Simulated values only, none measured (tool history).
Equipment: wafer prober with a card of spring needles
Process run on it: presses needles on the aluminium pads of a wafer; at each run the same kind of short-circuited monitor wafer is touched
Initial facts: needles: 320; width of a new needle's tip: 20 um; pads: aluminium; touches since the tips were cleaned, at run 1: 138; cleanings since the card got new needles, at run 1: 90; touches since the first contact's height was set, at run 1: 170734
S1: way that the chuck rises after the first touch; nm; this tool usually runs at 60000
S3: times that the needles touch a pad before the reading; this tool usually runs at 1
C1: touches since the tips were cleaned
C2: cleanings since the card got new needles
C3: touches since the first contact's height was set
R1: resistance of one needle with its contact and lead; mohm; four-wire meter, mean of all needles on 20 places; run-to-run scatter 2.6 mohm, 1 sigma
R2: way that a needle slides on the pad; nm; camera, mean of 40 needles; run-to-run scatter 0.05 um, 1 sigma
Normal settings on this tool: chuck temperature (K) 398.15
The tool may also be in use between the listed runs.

run 1 day=0 | S1=60000 chuck_temperature_(K)=398.15 S3=1 | C1=138 C2=90 C3=170734 | R1=314 R2=8640
-- day=0.388 tips cleaned on abrasive film
-- day=0.871 tips cleaned on abrasive film
-- day=1.35 tips cleaned on abrasive film
-- day=1.833 tips cleaned on abrasive film
-- day=2.317 tips cleaned on abrasive film
-- day=2.8 tips cleaned on abrasive film
-- day=3.188 tips cleaned on abrasive film
-- day=3.667 tips cleaned on abrasive film
run 2 day=3.817 | S1=60000 chuck_temperature_(K)=398.15 S3=1 | C1=1522 C2=98 C3=209087 | R1=348 R2=8550
-- day=4.108 tips cleaned on abrasive film
-- day=4.496 tips cleaned on abrasive film
-- day=4.979 tips cleaned on abrasive film
-- day=5.367 tips cleaned on abrasive film
-- day=5.85 tips cleaned on abrasive film
-- day=6.329 tips cleaned on abrasive film
-- day=6.717 tips cleaned on abrasive film
-- day=7.017 height of the first contact set anew
-- day=7.212 tips cleaned on abrasive film
run 3 day=7.262 | S1=60000 chuck_temperature_(K)=398.15 S3=1 | C1=506 C2=106 C3=2444 | R1=337 R2=8290
-- day=7.65 tips cleaned on abrasive film
-- day=8.133 tips cleaned on abrasive film
-- day=8.612 tips cleaned on abrasive film
-- day=9.096 tips cleaned on abrasive film
run 4 day=9.146 | S1=60000 chuck_temperature_(K)=398.15 S3=1 | C1=488 C2=110 C3=21350 | R1=333 R2=8290
-- day=9.533 tips cleaned on abrasive film
-- day=10.012 tips cleaned on abrasive film
-- day=10.496 tips cleaned on abrasive film
-- day=10.883 tips cleaned on abrasive film
run 5 day=11.175 | S1=60000 chuck_temperature_(K)=398.15 S3=1 | C1=2969 C2=114 C3=41765 | R1=402 R2=8240
-- day=11.275 tips cleaned on abrasive film
-- day=11.758 tips cleaned on abrasive film
-- day=12.242 tips cleaned on abrasive film
-- day=12.629 tips cleaned on abrasive film
-- day=13.112 tips cleaned on abrasive film
-- day=13.592 tips cleaned on abrasive film
-- day=13.979 tips cleaned on abrasive film
-- day=14.462 tips cleaned on abrasive film
-- day=14.667 height of the first contact set anew, once more
-- day=14.933 tips cleaned on abrasive film
run 6 day=14.933 | S1=48000 chuck_temperature_(K)=398.15 S3=1 | C1=0 C2=123 C3=2656 | R1=326 R2=7250
-- day=15.417 tips cleaned on abrasive film
-- day=15.896 tips cleaned on abrasive film
-- day=16.379 tips cleaned on abrasive film
-- day=16.767 tips cleaned on abrasive film
-- day=17.25 tips cleaned on abrasive film
-- day=17.733 tips cleaned on abrasive film
-- day=18.121 tips cleaned on abrasive film
run 7 day=18.467 | S1=48000 chuck_temperature_(K)=398.15 S3=1 | C1=3505 C2=130 C3=38148 | R1=436 R2=7160
-- day=18.567 tips cleaned on abrasive film
-- day=19.046 tips cleaned on abrasive film
-- day=19.529 tips cleaned on abrasive film
-- day=20.012 tips cleaned on abrasive film
-- day=20.408 tips cleaned on abrasive film
run 8 day=20.408 | S1=63000 chuck_temperature_(K)=398.15 S3=1 | C1=0 C2=135 C3=57650 | R1=313 R2=9320
-- day=20.892 tips cleaned on abrasive film
-- day=21.375 tips cleaned on abrasive film
-- day=21.858 tips cleaned on abrasive film
-- day=22.342 tips cleaned on abrasive film
-- day=22.821 tips cleaned on abrasive film
-- day=23.304 tips cleaned on abrasive film
run 9 day=23.617 | S1=60000 chuck_temperature_(K)=398.15 S3=1 | C1=3164 C2=141 C3=89887 | R1=384 R2=8920
-- day=23.717 tips cleaned on abrasive film
-- day=24.2 tips cleaned on abrasive film
-- day=24.683 tips cleaned on abrasive film
-- day=25.162 tips cleaned on abrasive film
-- day=25.55 tips cleaned on abrasive film
-- day=26.033 tips cleaned on abrasive film
-- day=26.446 tips cleaned on abrasive film
run 10 day=26.446 | S1=69000 chuck_temperature_(K)=398.15 S3=1 | C1=0 C2=148 C3=118247 | R1=312 R2=10140
-- day=26.833 tips cleaned on abrasive film
-- day=27.312 tips cleaned on abrasive film
-- day=27.7 tips cleaned on abrasive film
-- day=28.088 tips cleaned on abrasive film
-- day=28.571 tips cleaned on abrasive film
-- day=29.054 tips cleaned on abrasive film
-- day=29.442 tips cleaned on abrasive film
-- day=29.921 tips cleaned on abrasive film
-- day=30.404 tips cleaned on abrasive film
run 11 day=30.633 | S1=69000 chuck_temperature_(K)=398.15 S3=1 | C1=2300 C2=157 C3=160289 | R1=359 R2=10060
-- day=30.825 tips cleaned on abrasive film
-- day=31.308 tips cleaned on abrasive film
-- day=31.792 tips cleaned on abrasive film
-- day=32.275 tips cleaned on abrasive film
-- day=32.758 tips cleaned on abrasive film
-- day=33.158 tips cleaned on abrasive film
run 12 day=33.158 | S1=62000 chuck_temperature_(K)=329.15 S3=1 | C1=0 C2=163 C3=185619 | R1=301 R2=8980
-- day=33.638 tips cleaned on abrasive film
-- day=34.121 tips cleaned on abrasive film
-- day=34.508 tips cleaned on abrasive film
-- day=34.992 tips cleaned on abrasive film
run 13 day=35.175 | S1=62000 chuck_temperature_(K)=336.15 S3=1 | C1=1866 C2=167 C3=205901 | R1=357 R2=8890
-- day=35.467 tips cleaned on abrasive film
-- day=35.854 tips cleaned on abrasive film
-- day=36.333 tips cleaned on abrasive film
-- day=36.817 tips cleaned on abrasive film
-- day=37.3 tips cleaned on abrasive film
-- day=37.688 tips cleaned on abrasive film
run 14 day=37.758 | S1=62000 chuck_temperature_(K)=336.15 S3=1 | C1=740 C2=173 C3=231843 | R1=326 R2=8740
-- day=38.146 tips cleaned on abrasive film
-- day=38.629 tips cleaned on abrasive film
-- day=38.642 height of the first contact set anew
-- day=39.125 tips cleaned on abrasive film
-- day=39.512 tips cleaned on abrasive film
-- day=39.996 tips cleaned on abrasive film
-- day=40.475 tips cleaned on abrasive film
-- day=40.862 tips cleaned on abrasive film
-- day=41.346 tips cleaned on abrasive film
run 15 day=41.696 | S1=51000 chuck_temperature_(K)=304.15 S3=2 | C1=3568 C2=181 C3=30708 | R1=364 R2=7530
-- day=41.796 tips cleaned on abrasive film
-- day=42.279 tips cleaned on abrasive film
-- day=42.762 tips cleaned on abrasive film
-- day=43.246 tips cleaned on abrasive film
-- day=43.729 tips cleaned on abrasive film
-- day=44.133 tips cleaned on abrasive film
run 16 day=44.133 | S1=51000 chuck_temperature_(K)=304.15 S3=2 | C1=0 C2=187 C3=55140 | R1=291 R2=7570
-- day=44.617 tips cleaned on abrasive film
-- day=45.1 tips cleaned on abrasive film
-- day=45.583 tips cleaned on abrasive film
-- day=46.062 tips cleaned on abrasive film
-- day=46.45 tips cleaned on abrasive film
-- day=46.933 tips cleaned on abrasive film
-- day=47.417 tips cleaned on abrasive film
-- day=47.804 tips cleaned on abrasive film
run 17 day=48.121 | S1=51000 chuck_temperature_(K)=304.15 S3=2 | C1=3241 C2=195 C3=95215 | R1=373 R2=7460
-- day=48.221 tips cleaned on abrasive film
-- day=48.608 tips cleaned on abrasive film
-- day=49.092 tips cleaned on abrasive film
-- day=49.479 tips cleaned on abrasive film
-- day=49.962 tips cleaned on abrasive film
-- day=50.442 tips cleaned on abrasive film
run 18 day=50.533 | S1=63000 chuck_temperature_(K)=398.15 S3=2 | C1=933 C2=201 C3=119411 | R1=331 R2=9230
-- day=50.921 tips cleaned on abrasive film
-- day=51.404 tips cleaned on abrasive film
-- day=51.888 tips cleaned on abrasive film
run 19 day=52.246 | S1=61000 chuck_temperature_(K)=396.15 S3=1 | C1=3647 C2=204 C3=136628 | R1=404 R2=8890
-- day=52.346 tips cleaned on abrasive film
-- day=52.829 tips cleaned on abrasive film
-- day=53.312 tips cleaned on abrasive film
-- day=53.7 tips cleaned on abrasive film
-- day=54.179 tips cleaned on abrasive film
-- day=54.662 tips cleaned on abrasive film
-- day=55.146 tips cleaned on abrasive film
-- day=55.629 tips cleaned on abrasive film
-- day=56.017 tips cleaned on abrasive film
run 20 day=56.042 | S1=55000 chuck_temperature_(K)=398.15 S3=1 | C1=273 C2=213 C3=174704 | R1=336 R2=7880
-- day=56.429 tips cleaned on abrasive film
-- day=56.912 tips cleaned on abrasive film
-- day=57.396 tips cleaned on abrasive film
-- day=57.875 tips cleaned on abrasive film
-- day=58.262 tips cleaned on abrasive film
-- day=58.746 tips cleaned on abrasive film
run 21 day=58.888 | S1=48000 chuck_temperature_(K)=398.15 S3=1 | C1=1430 C2=219 C3=203277 | R1=431 R2=6730
-- day=59.179 tips cleaned on abrasive film
-- day=59.662 tips cleaned on abrasive film
-- day=60.142 tips cleaned on abrasive film
-- day=60.625 tips cleaned on abrasive film
-- day=61.108 tips cleaned on abrasive film
-- day=61.592 tips cleaned on abrasive film
-- day=61.979 tips cleaned on abrasive film
-- day=62.458 tips cleaned on abrasive film
-- day=62.662 height of the first contact set anew
-- day=62.858 tips cleaned on abrasive film
run 22 day=62.971 | S1=49000 chuck_temperature_(K)=398.15 S3=1 | C1=1106 C2=228 C3=3046 | R1=385 R2=7410

3 ways to go on from here, each from the tool as it stands after run 22. What would each give?
-- day=63.258 tips cleaned on abrasive film
-- day=63.742 tips cleaned on abrasive film
-- day=64.225 tips cleaned on abrasive film
-- day=64.612 tips cleaned on abrasive film
-- day=65.096 tips cleaned on abrasive film
-- day=65.479 tips cleaned on abrasive film
-- day=65.962 tips cleaned on abrasive film
run A day=66.212 | S1=56000 chuck_temperature_(K)=398.15 S3=2 | C1=2509 C2=235 C3=35601 | R1=? R2=?
-- day=63.258 tips cleaned on abrasive film
-- day=63.742 tips cleaned on abrasive film
-- day=64.225 tips cleaned on abrasive film
-- day=64.612 tips cleaned on abrasive film
-- day=65.096 tips cleaned on abrasive film
-- day=65.479 tips cleaned on abrasive film
-- day=65.962 tips cleaned on abrasive film
run B day=66.212 | S1=49000 chuck_temperature_(K)=300.15 S3=1 | C1=2509 C2=235 C3=35601 | R1=? R2=?
-- day=63.258 tips cleaned on abrasive film
-- day=63.742 tips cleaned on abrasive film
-- day=64.225 tips cleaned on abrasive film
-- day=64.612 tips cleaned on abrasive film
-- day=65.096 tips cleaned on abrasive film
-- day=65.479 tips cleaned on abrasive film
-- day=65.962 tips cleaned on abrasive film
run C day=66.212 | S1=49000 chuck_temperature_(K)=398.15 S3=1 | C1=2509 C2=235 C3=35601 | R1=? R2=?

run=A R1=366 R2=8380
run=B R1=422 R2=7240
run=C R1=429 R2=7320
With no hidden state in the tool, these same runs would have given:
run=A R1=302 R2=8460
run=B R1=275 R2=7320
run=C R1=302 R2=7400

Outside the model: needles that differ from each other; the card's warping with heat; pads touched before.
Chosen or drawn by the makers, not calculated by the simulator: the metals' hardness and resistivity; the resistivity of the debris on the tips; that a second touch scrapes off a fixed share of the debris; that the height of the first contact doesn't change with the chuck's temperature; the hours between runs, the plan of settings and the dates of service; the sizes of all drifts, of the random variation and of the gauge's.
